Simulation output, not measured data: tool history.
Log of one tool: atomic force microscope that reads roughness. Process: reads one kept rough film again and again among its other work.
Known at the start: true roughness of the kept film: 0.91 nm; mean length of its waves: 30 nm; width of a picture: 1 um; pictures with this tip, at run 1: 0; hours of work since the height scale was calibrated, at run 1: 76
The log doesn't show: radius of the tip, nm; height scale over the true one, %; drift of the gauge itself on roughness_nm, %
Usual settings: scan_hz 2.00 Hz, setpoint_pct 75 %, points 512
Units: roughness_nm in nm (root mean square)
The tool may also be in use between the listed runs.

run,hour,scan_hz,setpoint_pct,points,pictures with this tip,hours of work since the height scale was calibrated,roughness_nm
1,0.0,2.00,75,512,0,76,0.836
2,5.2,2.60,75,512,7,79,0.820
3,13.5,2.60,68,512,18,82,0.837
4,20.2,2.60,68,512,27,85,0.833
5,27.5,2.00,68,512,37,88,0.829
6,38.5,2.00,68,512,51,93,0.837
7,48.2,2.00,75,512,64,97,0.814
8,57.1,2.00,75,512,76,101,0.813
9,66.4,2.00,75,512,88,105,0.803
10,72.1,2.00,75,512,96,107,0.792
11,80.2,2.00,75,472,107,111,0.799
12,88.0,2.00,75,472,117,114,0.792
13,94.2,2.00,75,472,125,117,0.786
14,100.8,2.00,75,512,134,120,0.789
15,111.7,2.00,75,512,148,124,0.780
16,117.3,2.00,75,512,156,127,0.779
17,126.8,2.00,75,512,169,131,0.775
# hour 129.7: new tip fitted
18,134.6,2.00,60,512,6,134,0.859
19,140.8,0.59,75,512,14,137,0.855
20,151.6,3.20,75,512,29,141,0.806
21,156.3,2.00,89,512,35,143,0.785
22,163.2,2.00,89,512,44,146,0.769
# hour 165.2: height scale calibrated on a step standard
23,171.2,2.00,89,512,54,3,0.771
24,176.2,2.00,75,512,60,5,0.809
25,181.8,2.00,75,512,67,7,0.801
26,191.4,2.00,68,512,80,11,0.816
27,199.7,2.67,75,301,91,15,0.772
# hour 205.7: height scale calibrated on a step standard, once more
28,208.2,1.74,69,512,101,1,0.806
29,215.8,2.34,56,838,111,4,0.823
30,224.6,2.34,56,838,123,8,0.815
31,233.4,2.34,56,838,135,12,0.815
32,242.6,2.34,70,779,147,16,0.789
33,252.1,2.34,77,779,160,20,0.760
34,259.0,2.34,77,779,169,23,0.773
# hour 261.9: new tip fitted
35,268.3,2.34,77,779,8,27,0.826
36,275.3,2.34,77,779,18,30,0.824
37,284.7,2.31,73,779,30,34,0.826
38,290.4,2.31,73,779,38,36,0.822
39,298.5,2.00,57,787,48,40,0.856
40,305.8,0.50,75,366,58,43,0.838
41,315.1,1.66,75,478,71,47,0.824
42,325.6,2.00,64,512,85,51,0.819
43,332.2,2.00,64,512,93,54,0.820
44,343.3,2.00,68,512,108,59,0.804
45,350.6,0.85,58,990,118,62,0.830
46,360.3,0.59,71,259,131,66,0.809
47,369.7,3.96,75,966,143,70,0.756
48,379.2,0.78,89,512,156,74,0.796
49,385.0,1.41,80,387,163,77,0.776
# hour 392.3: new tip fitted
50,395.3,1.41,80,387,4,81,0.843
51,405.4,2.00,57,553,18,85,0.855

The same runs without the tool's hidden state, with the same run-to-run variation:
run,roughness_nm
1,0.838
2,0.825
3,0.847
4,0.847
5,0.847
6,0.861
7,0.843
8,0.847
9,0.841
10,0.832
11,0.844
12,0.841
13,0.837
14,0.844
15,0.839
16,0.841
17,0.842
18,0.866
19,0.866
20,0.822
21,0.804
22,0.791
23,0.799
24,0.841
25,0.835
26,0.855
27,0.813
28,0.849
29,0.871
30,0.867
31,0.871
32,0.848
33,0.822
34,0.839
35,0.832
36,0.833
37,0.840
38,0.839
39,0.878
40,0.863
41,0.854
42,0.855
43,0.859
44,0.849
45,0.879
46,0.862
47,0.810
48,0.857
49,0.839
50,0.846
51,0.864

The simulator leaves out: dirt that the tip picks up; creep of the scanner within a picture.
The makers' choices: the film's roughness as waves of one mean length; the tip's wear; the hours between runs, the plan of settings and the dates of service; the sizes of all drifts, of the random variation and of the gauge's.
